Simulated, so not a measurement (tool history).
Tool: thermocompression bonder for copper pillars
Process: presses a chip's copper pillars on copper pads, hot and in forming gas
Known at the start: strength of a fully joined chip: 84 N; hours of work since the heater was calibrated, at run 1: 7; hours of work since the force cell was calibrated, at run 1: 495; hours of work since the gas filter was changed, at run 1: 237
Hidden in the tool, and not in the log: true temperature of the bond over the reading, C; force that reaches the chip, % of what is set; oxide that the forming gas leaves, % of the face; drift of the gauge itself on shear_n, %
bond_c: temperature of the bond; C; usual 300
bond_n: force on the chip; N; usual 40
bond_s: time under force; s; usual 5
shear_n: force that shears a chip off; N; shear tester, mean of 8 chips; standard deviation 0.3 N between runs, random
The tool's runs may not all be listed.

run   hour  bond_c  bond_n  bond_s  hours of work since the heater was calibrated  hours of work since the force cell was calibrated  hours of work since the gas filter was changed  shear_n
  1      0     300      40       5                                              7                                                495                                             237     37.7
  2    7.2     300      40       5                                             12                                                500                                             241       38
  3   15.8     300      30       5                                             17                                                506                                             247     29.3
  4   27.1     300      30       5                                             24                                                513                                             254     29.5
  5     35     300      30       5                                             29                                                518                                             259     29.2
  6   41.9     327      40       5                                             34                                                522                                             264     46.7
      46.1  -- forming gas filter changed
  7     50     327      40       5                                             38                                                527                                               2     49.8
  8   56.5     327      40       5                                             43                                                531                                               7     49.7
  9     63     327      40       5                                             47                                                535                                              11     48.7
 10   73.9     300      40       5                                             54                                                542                                              18       39
 11   81.8     300      39       5                                             59                                                547                                              23     37.6
 12   90.7     300      39       5                                             64                                                553                                              28     38.2
 13   98.4     300      39       5                                             69                                                558                                              33     37.7
 14  103.1     281      40       5                                             72                                                561                                              36     31.2
 15  108.9     315      31      13                                             76                                                565                                              40     49.7
 16  115.9     315      31      13                                             80                                                569                                              44     49.7
 17  122.7     300      54       8                                             85                                                573                                              49     55.7
 18  131.9     321      54       7                                             91                                                579                                              55     61.6
 19  140.8     321      54       7                                             96                                                585                                              60     61.5
 20  150.6     321      54       7                                            103                                                591                                              67     61.2
 21  158.3     278      54       4                                            107                                                596                                              71     36.2
 22  166.2     294      40       9                                            112                                                601                                              76     44.1
 23  170.8     325      40      10                                            115                                                604                                              79     57.8
 24  178.5     325      40      10                                            120                                                609                                              84     57.5
 25  183.1     325      40      10                                            123                                                612                                              87     57.8
 26  190.2     325      40      10                                            128                                                616                                              92     57.7

Predict each of these 4 candidate next runs independently; none follows another, all start after run 26:
  A  195.7     300      39      10                                            131                                                620                                              95        ?
  B  195.7     321      40      10                                            131                                                620                                              95        ?
  C  195.7     324      31       5                                            131                                                620                                              95        ?
  D  195.7     276      48       6                                            131                                                620                                              95        ?

run  shear_n
  A     46.9
  B     56.2
  C     38.5
  D     37.1
With no hidden state in the tool, these same runs would have given:
run  shear_n
  A     50.6
  B     60.1
  C     41.9
  D     40.4
